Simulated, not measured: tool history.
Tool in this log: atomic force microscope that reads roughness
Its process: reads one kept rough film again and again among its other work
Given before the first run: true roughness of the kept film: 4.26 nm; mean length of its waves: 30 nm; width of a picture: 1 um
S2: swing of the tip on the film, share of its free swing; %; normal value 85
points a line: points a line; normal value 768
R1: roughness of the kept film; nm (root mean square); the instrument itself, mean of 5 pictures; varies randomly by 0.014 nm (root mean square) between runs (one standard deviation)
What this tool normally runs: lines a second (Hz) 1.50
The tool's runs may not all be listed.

Run 1, hour 0.0: usual settings. Result: R1 3.072 nm (root mean square).
Run 2, hour 22.7: usual settings. Result: R1 2.471 nm (root mean square).
At hour 35.8: new tip fitted.
Run 3, hour 41.7: usual settings but points a line 439. Result: R1 3.096 nm (root mean square).
Run 4, hour 75.4: usual settings. Result: R1 2.226 nm (root mean square).
At hour 78.7: new tip fitted.
Run 5, hour 107.8: usual settings. Result: R1 2.419 nm (root mean square).
At hour 120.9: new tip fitted.
Run 6, hour 131.9: usual settings. Result: R1 2.889 nm (root mean square).
At hour 163.3: new tip fitted.
Run 7, hour 164.6: usual settings. Result: R1 3.320 nm (root mean square).
Run 8, hour 183.3: usual settings but points a line 431. Result: R1 2.645 nm (root mean square).
At hour 205.8: new tip fitted.
Run 9, hour 211.6: usual settings but points a line 431. Result: R1 3.073 nm (root mean square).
Run 10, hour 229.9: usual settings but lines a second (Hz) 3.38. Result: R1 2.331 nm (root mean square).
At hour 249.0: new tip fitted.
Run 11, hour 256.9: usual settings. Result: R1 3.025 nm (root mean square).
Run 12, hour 274.9: usual settings. Result: R1 2.500 nm (root mean square).
At hour 278.8: height scale calibrated on a step standard.
At hour 292.7: new tip fitted.
Run 13, hour 305.6: usual settings. Result: R1 2.799 nm (root mean square).
At hour 334.4: new tip fitted.
Run 14, hour 334.4: usual settings. Result: R1 3.370 nm (root mean square).
Run 15, hour 353.5: usual settings. Result: R1 2.685 nm (root mean square).
At hour 376.2: new tip fitted.
Run 16, hour 379.2: usual settings. Result: R1 3.223 nm (root mean square).
Run 17, hour 396.4: usual settings but lines a second (Hz) 1.85. Result: R1 2.663 nm (root mean square).
At hour 418.2: new tip fitted.
Run 18, hour 423.4: usual settings. Result: R1 3.067 nm (root mean square).
Run 19, hour 442.0: usual settings but lines a second (Hz) 0.87. Result: R1 2.605 nm (root mean square).
At hour 459.8: new tip fitted.
Run 20, hour 464.7: usual settings but lines a second (Hz) 0.87. Result: R1 3.318 nm (root mean square).
At hour 470.2: height scale calibrated on a step standard, once more.
Run 21, hour 479.6: usual settings but lines a second (Hz) 2.10, S2 68 %, points a line 439. Result: R1 2.754 nm (root mean square).
At hour 503.8: new tip fitted.
Run 22, hour 508.7: usual settings but lines a second (Hz) 0.82, S2 71 %, points a line 266. Result: R1 3.238 nm (root mean square).
Run 23, hour 535.2: usual settings but lines a second (Hz) 0.82, S2 71 %, points a line 266. Result: R1 2.486 nm (root mean square).
At hour 546.3: new tip fitted.
Run 24, hour 551.9: usual settings but lines a second (Hz) 0.82, S2 71 %, points a line 266. Result: R1 3.245 nm (root mean square).
Run 25, hour 576.2: usual settings but lines a second (Hz) 0.82, S2 71 %, points a line 266. Result: R1 2.483 nm (root mean square).
At hour 589.3: new tip fitted.
Run 26, hour 592.2: usual settings but lines a second (Hz) 0.82, S2 71 %, points a line 266. Result: R1 3.349 nm (root mean square).
Run 27, hour 610.6: usual settings but lines a second (Hz) 2.03, S2 88 %, points a line 916. Result: R1 2.536 nm (root mean square).
At hour 630.6: new tip fitted.
Run 28, hour 639.8: usual settings but lines a second (Hz) 0.82, S2 69 %, points a line 916. Result: R1 3.116 nm (root mean square).
Run 29, hour 668.8: usual settings but lines a second (Hz) 0.82, S2 69 %, points a line 916. Result: R1 2.308 nm (root mean square).
At hour 671.8: new tip fitted.
Run 30, hour 702.5: usual settings but lines a second (Hz) 0.82, S2 69 %, points a line 916. Result: R1 2.480 nm (root mean square).
At hour 713.2: new tip fitted.
Run 31, hour 729.7: usual settings but S2 90 %. Result: R1 2.696 nm (root mean square).
Run 32, hour 751.2: usual settings but lines a second (Hz) 0.80, S2 64 %, points a line 346. Result: R1 2.359 nm (root mean square).
At hour 754.1: new tip fitted.
Run 33, hour 784.6: usual settings but lines a second (Hz) 0.80, S2 64 %, points a line 346. Result: R1 2.531 nm (root mean square).
At hour 796.1: new tip fitted.
Run 34, hour 801.4: usual settings but lines a second (Hz) 1.52, S2 56 %. Result: R1 3.334 nm (root mean square).
Run 35, hour 825.5: usual settings but lines a second (Hz) 1.52, S2 56 %. Result: R1 2.543 nm (root mean square).
At hour 836.8: new tip fitted.
Run 36, hour 842.0: usual settings but lines a second (Hz) 1.52, S2 56 %. Result: R1 3.298 nm (root mean square).
Run 37, hour 856.8: usual settings but lines a second (Hz) 1.52, S2 56 %. Result: R1 2.795 nm (root mean square).
At hour 878.7: new tip fitted.
Run 38, hour 890.0: usual settings but lines a second (Hz) 1.41. Result: R1 2.977 nm (root mean square).

Difference, measured minus no-hidden-state, one row per run. Run-to-run variation is common to both terms; the gauge's own scatter need not be:
The tool's hidden condition here consists of: radius of the tip, nm; height scale over the true one, %; drift of the gauge itself on roughness_nm, %.
run      R1
  1  -0.264
  2  -0.880
  3  -0.241
  4  -1.152
  5  -0.925
  6  -0.439
  7  -0.056
  8  -0.677
  9  -0.258
 10  -0.785
 11  -0.329
 12  -0.837
 13  -0.551
 14  -0.003
 15  -0.681
 16  -0.120
 17  -0.654
 18  -0.297
 19  -0.828
 20  -0.155
 21  -0.667
 22  -0.228
 23  -0.988
 24  -0.228
 25  -1.009
 26  -0.120
 27  -0.696
 28  -0.427
 29  -1.230
 30  -1.038
 31  -0.605
 32  -1.171
 33  -0.970
 34  -0.208
 35  -1.003
 36  -0.235
 37  -0.748
 38  -0.410
